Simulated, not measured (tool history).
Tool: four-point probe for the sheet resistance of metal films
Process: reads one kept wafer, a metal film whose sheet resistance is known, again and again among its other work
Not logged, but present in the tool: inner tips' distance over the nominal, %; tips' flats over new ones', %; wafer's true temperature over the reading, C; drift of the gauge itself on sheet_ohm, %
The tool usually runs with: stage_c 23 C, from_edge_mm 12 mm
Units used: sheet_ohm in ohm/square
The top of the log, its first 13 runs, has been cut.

run	day	stage_c	from_edge_mm	touches since the probe head was changed	hours of work since the stage's thermometer was calibrated	sheet_ohm
14	19.092	23	12	45591	164	2.20002
15	20.238	19	12	46316	181	2.209774
16	22.175	23	12	47536	210	2.198746
17	24.188	23	12	48807	240	2.199934
18	25.229	23	12	49463	256	2.199375
19	26.458	23	20	50238	274	2.195037
20	28.438	23	12	51488	304	2.200494
21	29.267	23	12	52010	316	2.199879
22	30.675	23	12	52899	337	2.200595
23	31.717	23	12	53557	353	2.200459
24	33.129	22	12	54447	374	2.202575

Expected results for the next run?
25	34.633	21	54	55396	396	?

Run 25 produced sheet_ohm 2.1973 ohm/square.
With the hidden condition absent and the run-to-run variation left alone, this run would have shown sheet_ohm 2.194535 ohm/square.
